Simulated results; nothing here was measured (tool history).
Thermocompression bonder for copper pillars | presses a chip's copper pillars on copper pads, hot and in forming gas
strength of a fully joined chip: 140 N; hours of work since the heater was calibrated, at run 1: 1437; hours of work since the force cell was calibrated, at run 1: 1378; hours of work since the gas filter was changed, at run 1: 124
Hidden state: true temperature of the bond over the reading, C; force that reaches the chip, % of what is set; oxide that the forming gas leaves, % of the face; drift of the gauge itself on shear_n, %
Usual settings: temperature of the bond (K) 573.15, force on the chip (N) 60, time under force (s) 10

run,hour,temperature of the bond (K),force on the chip (N),time under force (s),hours of work since the heater was calibrated,hours of work since the force cell was calibrated,hours of work since the gas filter was changed,force that shears a chip off (N)
1,0.0,573.15,60,10,1437,1378,124,71.5
2,56.5,573.15,39,10,1472,1414,160,45.3
# hour 99.9: heater calibrated with a thermocouple chip
3,106.2,573.15,46,10,4,1444,190,44.8
4,144.4,573.15,60,7,28,1469,215,51.2
5,191.3,573.15,60,7,58,1499,244,50.7
# hour 224.9: force cell calibrated
6,260.1,573.15,60,10,101,22,287,55.5
7,299.9,573.15,60,10,126,48,312,56.0
# hour 334.8: forming gas filter changed
8,356.7,575.15,60,10,162,83,14,60.3
9,386.5,573.15,60,10,181,102,33,57.9
10,439.0,573.15,60,10,214,135,66,57.2
11,496.1,573.15,46,10,250,172,102,45.8
12,546.8,573.15,60,12,282,204,134,61.8
13,587.7,573.15,60,10,308,230,160,59.3
14,630.8,573.15,60,10,336,257,188,58.2
15,666.7,573.15,60,10,358,280,211,58.5
16,698.8,573.15,60,11,379,300,231,60.3
17,739.3,573.15,60,11,404,326,257,60.2
18,807.0,553.15,60,10,447,369,300,43.1
19,857.2,553.15,60,10,479,401,331,43.5
# hour 862.8: forming gas filter changed
20,897.0,553.15,60,10,504,426,22,45.6
21,950.6,553.15,60,10,538,460,56,46.0
22,990.3,553.15,60,10,563,485,81,45.0
23,1058.8,573.15,56,26,607,528,124,81.7

The next listed run, before its measurement:
24,1110.2,556.15,70,13,639,561,157,?

force that shears a chip off (N): 63.3
Without the tool's hidden state the same run would have given force that shears a chip off (N) 59.1.

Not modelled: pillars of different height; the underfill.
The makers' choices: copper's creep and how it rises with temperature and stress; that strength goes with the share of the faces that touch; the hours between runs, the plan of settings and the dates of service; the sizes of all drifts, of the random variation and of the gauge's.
